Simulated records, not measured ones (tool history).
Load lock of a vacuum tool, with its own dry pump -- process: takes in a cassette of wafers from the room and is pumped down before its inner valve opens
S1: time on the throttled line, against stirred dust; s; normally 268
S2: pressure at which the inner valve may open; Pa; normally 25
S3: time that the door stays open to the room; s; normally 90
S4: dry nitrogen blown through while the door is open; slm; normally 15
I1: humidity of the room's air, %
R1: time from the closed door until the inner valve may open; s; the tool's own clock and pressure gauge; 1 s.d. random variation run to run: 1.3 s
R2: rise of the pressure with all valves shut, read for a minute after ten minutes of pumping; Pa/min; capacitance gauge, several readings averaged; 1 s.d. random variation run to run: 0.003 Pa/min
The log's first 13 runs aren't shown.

{"run": 14, "day": 54.342, "S1": 141, "S2": 25, "S3": 69, "S4": 15, "I1": 45.4, "R1": 236.8, "R2": 0.024}
{"run": 15, "day": 59.962, "S1": 268, "S2": 25, "S3": 90, "S4": 15, "I1": 43.2, "R1": 348.2, "R2": 0.029}
{"run": 16, "day": 62.3, "S1": 268, "S2": 25, "S3": 90, "S4": 15, "I1": 44.7, "R1": 350, "R2": 0.027}
{"run": 17, "day": 65.621, "S1": 268, "S2": 25, "S3": 90, "S4": 15, "I1": 44.2, "R1": 348.8, "R2": 0.025}
{"run": 18, "day": 69.146, "S1": 268, "S2": 25, "S3": 90, "S4": 15, "I1": 41.6, "R1": 346.4, "R2": 0.034}
{"run": 19, "day": 72.588, "S1": 268, "S2": 25, "S3": 90, "S4": 15, "I1": 44.5, "R1": 349.9, "R2": 0.033}
{"run": 20, "day": 75.55, "S1": 202, "S2": 36, "S3": 90, "S4": 15, "I1": 44.4, "R1": 285.5, "R2": 0.035}
{"run": 21, "day": 79.092, "S1": 202, "S2": 36, "S3": 198, "S4": 25, "I1": 45.3, "R1": 285.2, "R2": 0.038}
{"run": 22, "day": 84.058, "S1": 208, "S2": 36, "S3": 198, "S4": 18, "I1": 46.5, "R1": 290.6, "R2": 0.049}
{"run": 23, "day": 87.625, "S1": 208, "S2": 36, "S3": 198, "S4": 18, "I1": 44.5, "R1": 290.7, "R2": 0.045}
{"run": 24, "day": 90.258, "S1": 208, "S2": 36, "S3": 198, "S4": 18, "I1": 49.5, "R1": 289.1, "R2": 0.047}
{"run": 25, "day": 94.417, "S1": 208, "S2": 36, "S3": 198, "S4": 18, "I1": 44.9, "R1": 291.4, "R2": 0.048}
{"run": 26, "day": 98.883, "S1": 208, "S2": 36, "S3": 198, "S4": 34, "I1": 48.6, "R1": 290.6, "R2": 0.036}
{"run": 27, "day": 103.179, "S1": 268, "S2": 50, "S3": 93, "S4": 10, "I1": 46.7, "R1": 340.4, "R2": 0.04}
{"run": 28, "day": 108.533, "S1": 268, "S2": 50, "S3": 93, "S4": 10, "I1": 45, "R1": 338.1, "R2": 0.042}
{"run": 29, "day": 113.075, "S1": 326, "S2": 32, "S3": 93, "S4": 23, "I1": 48, "R1": 394.6, "R2": 0.025}
{"run": 30, "day": 115.479, "S1": 268, "S2": 24, "S3": 61, "S4": 15, "I1": 45.8, "R1": 348.1, "R2": 0.024}
{"run": 31, "day": 119.129, "S1": 268, "S2": 24, "S3": 61, "S4": 15, "I1": 44.9, "R1": 349.5, "R2": 0.025}
{"run": 32, "day": 124.692, "S1": 220, "S2": 31, "S3": 214, "S4": 5, "I1": 44.9, "R1": 303, "R2": 0.092}
{"run": 33, "day": 128.008, "S1": 220, "S2": 31, "S3": 214, "S4": 10, "I1": 43.7, "R1": 303, "R2": 0.064}
{"run": 34, "day": 133.562, "S1": 220, "S2": 31, "S3": 214, "S4": 10, "I1": 45.3, "R1": 301.7, "R2": 0.074}
{"run": 35, "day": 136.212, "S1": 500, "S2": 32, "S3": 45, "S4": 33, "I1": 46.5, "R1": 550.6, "R2": 0.009}
{"run": 36, "day": 140.108, "S1": 375, "S2": 25, "S3": 90, "S4": 15, "I1": 47.2, "R1": 443, "R2": 0.035}
{"run": 37, "day": 144.925, "S1": 375, "S2": 27, "S3": 160, "S4": 7, "I1": 48.8, "R1": 439.9, "R2": 0.071}
{"run": 38, "day": 148.862, "S1": 375, "S2": 19, "S3": 65, "S4": 6, "I1": 45.2, "R1": 446.2, "R2": 0.04}

Alternative continuations, all from the tool just after run 38; predict every row:
{"run": "A", "day": 154.588, "S1": 268, "S2": 28, "S3": 154, "S4": 15, "I1": 43.4, "R1": "?", "R2": "?"}
{"run": "B", "day": 154.588, "S1": 375, "S2": 21, "S3": 221, "S4": 6, "I1": 49, "R1": "?", "R2": "?"}
{"run": "C", "day": 154.588, "S1": 319, "S2": 49, "S3": 90, "S4": 5, "I1": 42.9, "R1": "?", "R2": "?"}

run=A R1=347.7 R2=0.041
run=B R1=446.3 R2=0.101
run=C R1=386.1 R2=0.05
With no hidden state in the tool, these same runs would have given:
run=A R1=347.6 R2=0.041
run=B R1=446.2 R2=0.101
run=C R1=386 R2=0.049

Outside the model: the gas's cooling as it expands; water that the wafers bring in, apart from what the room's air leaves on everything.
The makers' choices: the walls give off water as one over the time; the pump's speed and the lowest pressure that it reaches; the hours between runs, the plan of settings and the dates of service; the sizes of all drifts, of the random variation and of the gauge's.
